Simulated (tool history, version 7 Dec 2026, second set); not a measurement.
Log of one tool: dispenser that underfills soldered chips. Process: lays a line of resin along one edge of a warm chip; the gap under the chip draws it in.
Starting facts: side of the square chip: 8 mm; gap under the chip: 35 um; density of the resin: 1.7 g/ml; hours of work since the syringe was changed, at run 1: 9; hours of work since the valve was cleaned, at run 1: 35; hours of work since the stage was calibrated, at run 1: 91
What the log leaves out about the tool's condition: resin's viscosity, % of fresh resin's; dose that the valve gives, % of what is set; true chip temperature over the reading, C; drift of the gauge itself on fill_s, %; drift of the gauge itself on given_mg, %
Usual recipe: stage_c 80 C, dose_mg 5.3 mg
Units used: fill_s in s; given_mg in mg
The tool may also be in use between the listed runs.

run	hour	stage_c	dose_mg	hours of work since the syringe was changed	hours of work since the valve was cleaned	hours of work since the stage was calibrated	fill_s	given_mg
1	0	80	5.3	9	35	91	51.1	5.24
# hour 5.3: new syringe of resin
2	9.6	80	5.3	3	41	98	41.7	5.21
3	18	80	5.3	9	47	104	52.3	5.19
# hour 22.5: new syringe of resin
4	27.7	80	5.3	4	53	110	44	5.17
5	34.8	80	5.3	8	58	115	51.7	5.12
# hour 40: new syringe of resin
6	43.8	80	4.78	3	64	121	44.1	4.67
7	52	80	4.78	8	70	127	52.1	4.63
# hour 57.3: new syringe of resin
8	58.5	80	5.94	1	74	131	38.7	5.77
9	69.1	93	5.24	8	81	138	31.5	5.03
# hour 73: dispensing valve cleaned and set on the balance
# hour 75.5: new syringe of resin
10	75.7	83	5.67	0	2	142	34.5	5.69
11	84	83	5.67	6	7	147	41.9	5.67
12	88.8	83	5.67	9	11	151	46.8	5.64
# hour 92.9: new syringe of resin
13	99.7	84	6.16	5	18	158	37.3	6.16

Branching from run 13: 5 alternative next runs. What would each branch give?
A	104.8	84	5.08	8	21	162	?	?
B	104.8	92	6.22	8	21	162	?	?
C	104.8	84	5.3	8	21	162	?	?
D	104.8	90	6.66	8	21	162	?	?
E	104.8	82	6.16	8	21	162	?	?

run	fill_s	given_mg
A	43.4	4.97
B	31.4	6.2
C	43.4	5.21
D	33.6	6.57
E	45	6.06
Had the tool no hidden state, the same runs would have come out as:
run	fill_s	given_mg
A	34.7	5.03
B	25.2	6.27
C	34.9	5.27
D	26.9	6.65
E	36	6.13
